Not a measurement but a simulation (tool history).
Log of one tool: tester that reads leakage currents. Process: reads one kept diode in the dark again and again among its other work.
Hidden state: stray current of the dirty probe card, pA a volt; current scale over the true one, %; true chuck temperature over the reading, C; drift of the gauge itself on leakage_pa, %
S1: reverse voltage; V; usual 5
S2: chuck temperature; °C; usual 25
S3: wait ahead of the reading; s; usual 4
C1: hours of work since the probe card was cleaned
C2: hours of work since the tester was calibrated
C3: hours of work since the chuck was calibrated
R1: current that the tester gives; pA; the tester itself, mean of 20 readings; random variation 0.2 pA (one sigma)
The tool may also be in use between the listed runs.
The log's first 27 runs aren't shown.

run	hour	S1	S2	S3	C1	C2	C3	R1
28	768.6	14.22	43	3.34	2920	360	1598	452.08
29	801.2	1.03	44	7.6	2934	373	1612	112.72
30	821.8	17.7	32	2.28	2942	382	1620	233.84
31	858.1	16.97	32	2.76	2957	397	1635	227.61
32	892.4	16.97	32	2.76	2971	411	1649	228.28
33	913.4	16.97	32	2.76	2980	420	1658	229.13
34	955.2	16.97	32	2.74	2997	437	1675	227.58
35	986.4	16.97	35	2.74	3010	450	1688	281.58
36	1017.8	16.97	35	2.74	3023	463	1701	283.79
37	1046.1	16.97	35	2.74	3035	474	1713	282.37
38	1089.1	2.32	47	0.97	3053	492	1730	220.07
39	1132.9	7.33	29	1.37	3071	510	1748	111.33
40	1173.4	1.18	24	0.84	3087	527	1765	26.29

Forecast each of these 4 alternatives for the next run:
A	1191.3	1.94	24	2.04	3095	534	1772	?
B	1191.3	1.25	24	0.84	3095	534	1772	?
C	1191.3	4.91	22	6.26	3095	534	1772	?
D	1191.3	5	36	4	3095	534	1772	?

run	R1
A	34.52
B	27.02
C	51.45
D	149.36
Without the tool's hidden state the same runs would have given:
run	R1
A	34.5
B	27.39
C	48.36
D	153.56

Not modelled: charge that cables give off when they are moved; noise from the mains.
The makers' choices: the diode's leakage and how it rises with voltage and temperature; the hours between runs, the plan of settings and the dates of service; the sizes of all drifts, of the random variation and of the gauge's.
